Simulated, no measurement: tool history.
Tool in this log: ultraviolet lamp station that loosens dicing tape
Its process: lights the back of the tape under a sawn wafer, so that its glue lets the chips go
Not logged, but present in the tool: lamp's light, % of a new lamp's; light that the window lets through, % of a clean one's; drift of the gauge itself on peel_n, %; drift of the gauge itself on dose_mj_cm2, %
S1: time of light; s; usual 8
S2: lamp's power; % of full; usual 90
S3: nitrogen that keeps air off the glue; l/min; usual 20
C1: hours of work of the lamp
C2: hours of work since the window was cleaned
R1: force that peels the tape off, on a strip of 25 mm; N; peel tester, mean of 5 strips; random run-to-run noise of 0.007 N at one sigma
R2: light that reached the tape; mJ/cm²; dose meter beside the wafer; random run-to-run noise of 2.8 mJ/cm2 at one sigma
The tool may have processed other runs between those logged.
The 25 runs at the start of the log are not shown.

{"run": 26, "hour": 446.9, "S1": 6, "S2": 66, "S3": 25, "C1": 315, "C2": 70, "R1": 1.309, "R2": 203}
{"run": 27, "hour": 468.7, "S1": 6, "S2": 66, "S3": 25, "C1": 327, "C2": 81, "R1": 1.305, "R2": 197}
{"run": 28, "hour": 490.9, "S1": 13, "S2": 90, "S3": 20, "C1": 338, "C2": 93, "R1": 0.093, "R2": 602}
{"run": 29, "hour": 512.4, "S1": 13, "S2": 90, "S3": 20, "C1": 350, "C2": 104, "R1": 0.088, "R2": 593}
{"run": 30, "hour": 524.9, "S1": 9, "S2": 62, "S3": 29, "C1": 356, "C2": 111, "R1": 0.547, "R2": 283}
{"run": 31, "hour": 538.4, "S1": 13, "S2": 62, "S3": 17, "C1": 363, "C2": 118, "R1": 0.265, "R2": 409}
{"run": 32, "hour": 560.2, "S1": 7, "S2": 76, "S3": 7, "C1": 375, "C2": 129, "R1": 1.494, "R2": 267}
{"run": 33, "hour": 575.0, "S1": 8, "S2": 94, "S3": 15, "C1": 382, "C2": 137, "R1": 0.376, "R2": 380}
{"run": 34, "hour": 587.2, "S1": 8, "S2": 94, "S3": 15, "C1": 389, "C2": 143, "R1": 0.404, "R2": 379}
{"run": 35, "hour": 609.7, "S1": 8, "S2": 94, "S3": 15, "C1": 401, "C2": 155, "R1": 0.377, "R2": 368}
{"run": 36, "hour": 633.5, "S1": 8, "S2": 94, "S3": 15, "C1": 413, "C2": 167, "R1": 0.411, "R2": 370}
{"run": 37, "hour": 657.7, "S1": 6, "S2": 87, "S3": 16, "C1": 426, "C2": 180, "R1": 1.021, "R2": 257}
{"run": 38, "hour": 675.9, "S1": 4, "S2": 90, "S3": 22, "C1": 435, "C2": 190, "R1": 1.863, "R2": 178}
{"run": 39, "hour": 697.3, "S1": 13, "S2": 85, "S3": 22, "C1": 446, "C2": 201, "R1": 0.104, "R2": 545}
{"run": 40, "hour": 718.5, "S1": 8, "S2": 98, "S3": 25, "C1": 457, "C2": 212, "R1": 0.246, "R2": 384}
{"run": 41, "hour": 742.8, "S1": 5, "S2": 76, "S3": 10, "C1": 470, "C2": 225, "R1": 2.282, "R2": 184}
{"run": 42, "hour": 766.2, "S1": 11, "S2": 60, "S3": 34, "C1": 482, "C2": 237, "R1": 0.354, "R2": 319}

Branching from run 42: 5 alternative next runs. What would each branch give?
{"run": "A", "hour": 790.5, "S1": 10, "S2": 70, "S3": 32, "C1": 495, "C2": 249, "R1": "?", "R2": "?"}
{"run": "B", "hour": 790.5, "S1": 11, "S2": 88, "S3": 17, "C1": 495, "C2": 249, "R1": "?", "R2": "?"}
{"run": "C", "hour": 790.5, "S1": 6, "S2": 60, "S3": 8, "C1": 495, "C2": 249, "R1": "?", "R2": "?"}
{"run": "D", "hour": 790.5, "S1": 8, "S2": 90, "S3": 15, "C1": 495, "C2": 249, "R1": "?", "R2": "?"}
{"run": "E", "hour": 790.5, "S1": 4, "S2": 74, "S3": 16, "C1": 495, "C2": 249, "R1": "?", "R2": "?"}

run=A R1=0.314 R2=337
run=B R1=0.207 R2=467
run=C R1=2.859 R2=176
run=D R1=0.498 R2=349
run=E R1=2.886 R2=142
Stripped of hidden state, with their random variation kept, the same runs would have yielded:
run=A R1=0.192 R2=395
run=B R1=0.138 R2=548
run=C R1=2.279 R2=206
run=D R1=0.317 R2=409
run=E R1=2.298 R2=166

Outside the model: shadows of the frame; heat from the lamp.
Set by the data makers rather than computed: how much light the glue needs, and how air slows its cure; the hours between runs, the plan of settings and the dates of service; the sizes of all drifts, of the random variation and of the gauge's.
